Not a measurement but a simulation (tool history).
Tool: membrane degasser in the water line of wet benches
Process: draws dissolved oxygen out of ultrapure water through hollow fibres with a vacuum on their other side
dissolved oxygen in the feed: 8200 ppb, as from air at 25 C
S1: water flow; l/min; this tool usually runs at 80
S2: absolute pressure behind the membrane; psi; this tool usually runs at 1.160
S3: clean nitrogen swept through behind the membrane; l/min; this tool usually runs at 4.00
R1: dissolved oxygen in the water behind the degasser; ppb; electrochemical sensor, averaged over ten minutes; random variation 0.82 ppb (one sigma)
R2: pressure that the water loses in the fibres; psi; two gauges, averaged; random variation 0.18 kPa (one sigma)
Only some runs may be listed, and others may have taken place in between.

| run | day | S1 | S2 | S3 | R1 | R2 |
|---|---|---|---|---|---|---|
| 1 | 0.000 | 80 | 1.160 | 4.00 | 217.0 | 4.514 |
| 2 | 8.012 | 80 | 1.160 | 4.00 | 216.4 | 4.495 |
| 3 | 17.342 | 80 | 1.160 | 4.00 | 217.7 | 4.456 |
| 4 | 26.750 | 80 | 1.414 | 4.00 | 293.2 | 4.470 |
| 5 | 36.079 | 80 | 1.414 | 4.00 | 290.5 | 4.458 |
| 6 | 42.788 | 80 | 1.414 | 4.00 | 292.3 | 4.458 |
| 7 | 48.658 | 80 | 1.414 | 4.00 | 291.2 | 4.480 |
| 8 | 55.429 | 80 | 1.414 | 4.00 | 291.7 | 4.538 |
| 9 | 66.033 | 80 | 0.895 | 4.00 | 140.4 | 4.527 |
| 10 | 70.558 | 80 | 0.895 | 4.00 | 140.3 | 4.537 |
| 11 | 77.962 | 80 | 0.895 | 11.58 | 56.4 | 4.485 |
| 12 | 87.571 | 80 | 0.895 | 11.58 | 56.7 | 4.445 |
|  | 89.812 | vacuum gauge calibrated |
| 13 | 94.300 | 80 | 0.895 | 11.58 | 55.3 | 4.509 |
| 14 | 98.896 | 80 | 2.830 | 4.00 | 678.5 | 4.516 |
| 15 | 105.146 | 80 | 2.830 | 4.00 | 681.3 | 4.548 |
| 16 | 109.462 | 80 | 1.358 | 2.31 | 430.0 | 4.519 |
| 17 | 116.942 | 80 | 1.224 | 2.85 | 313.1 | 4.519 |
| 18 | 126.096 | 80 | 1.224 | 2.85 | 314.3 | 4.561 |
| 19 | 135.538 | 80 | 1.224 | 2.85 | 311.6 | 4.528 |
| 20 | 140.179 | 80 | 1.218 | 2.86 | 311.1 | 4.537 |
| 21 | 147.562 | 80 | 1.218 | 2.86 | 310.5 | 4.611 |
| 22 | 154.521 | 53 | 1.566 | 4.00 | 232.1 | 3.033 |
| 23 | 162.704 | 53 | 1.566 | 4.00 | 233.5 | 2.972 |
|  | 166.417 | seals of the vacuum lines changed |
| 24 | 172.288 | 53 | 0.730 | 4.00 | 59.8 | 3.027 |
| 25 | 180.571 | 124 | 0.922 | 9.28 | 119.7 | 7.084 |
| 26 | 190.746 | 80 | 1.302 | 2.05 | 448.1 | 4.545 |

Consider 4 possible next runs. They are alternatives, not a sequence: every one starts from the tool as it was left by run 26. What does each give?
| A | 197.600 | 80 | 1.118 | 2.21 | ? | ? |
| B | 197.600 | 117 | 0.915 | 5.00 | ? | ? |
| C | 197.600 | 95 | 1.835 | 10.55 | ? | ? |
| D | 197.600 | 88 | 0.967 | 2.05 | ? | ? |

| run | R1 | R2 |
|---|---|---|
| A | 335.2 | 4.522 |
| B | 179.4 | 6.659 |
| C | 211.0 | 5.406 |
| D | 301.8 | 5.004 |
What these runs would have given with no unlogged condition in the tool:
| run | R1 | R2 |
|---|---|---|
| A | 326.9 | 4.358 |
| B | 170.9 | 6.419 |
| C | 206.7 | 5.211 |
| D | 292.1 | 4.824 |
